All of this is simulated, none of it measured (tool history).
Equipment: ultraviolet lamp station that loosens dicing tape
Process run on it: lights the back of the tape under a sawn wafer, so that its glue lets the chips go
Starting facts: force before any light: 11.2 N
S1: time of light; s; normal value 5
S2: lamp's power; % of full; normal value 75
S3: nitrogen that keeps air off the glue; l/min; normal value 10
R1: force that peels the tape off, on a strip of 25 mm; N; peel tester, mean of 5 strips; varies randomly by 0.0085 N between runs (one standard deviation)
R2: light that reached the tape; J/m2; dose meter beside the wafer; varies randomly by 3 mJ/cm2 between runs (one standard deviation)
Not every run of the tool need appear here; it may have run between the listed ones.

Run 1, hour 0.0: usual settings. Result: R1 0.413 N, R2 4100 J/m2.
Run 2, hour 10.0: usual settings but S3 6 l/min. Result: R1 0.704 N, R2 4090 J/m2.
Run 3, hour 17.4: usual settings but S3 6 l/min. Result: R1 0.732 N, R2 4080 J/m2.
Run 4, hour 28.9: usual settings but S3 6 l/min. Result: R1 0.726 N, R2 4000 J/m2.
Run 5, hour 35.6: usual settings. Result: R1 0.430 N, R2 4030 J/m2.
Run 6, hour 46.0: usual settings but S2 70 % of full. Result: R1 0.531 N, R2 3800 J/m2.
At hour 47.5: window cleaned of glue's vapour.
Run 7, hour 57.7: usual settings but S2 70 % of full. Result: R1 0.555 N, R2 3680 J/m2.
Run 8, hour 67.0: usual settings but S1 3 s, S2 65 % of full. Result: R1 1.871 N, R2 2060 J/m2.
Run 9, hour 80.3: usual settings but S2 85 % of full, S3 6 l/min. Result: R1 0.571 N, R2 4410 J/m2.
Run 10, hour 92.0: usual settings but S2 85 % of full, S3 6 l/min. Result: R1 0.591 N, R2 4390 J/m2.

Run by run, hidden condition taken away, random variation retained:
What the log doesn't record here: lamp's light, % of a new lamp's; light that the window lets through, % of a clean one's; drift of the gauge itself on peel_n, %; drift of the gauge itself on dose_mj_cm2, %.
run     R1    R2
  1  0.336  4490
  2  0.564  4500
  3  0.583  4500
  4  0.567  4450
  5  0.338  4500
  6  0.410  4260
  7  0.406  4210
  8  1.458  2370
  9  0.405  5090
 10  0.414  5110
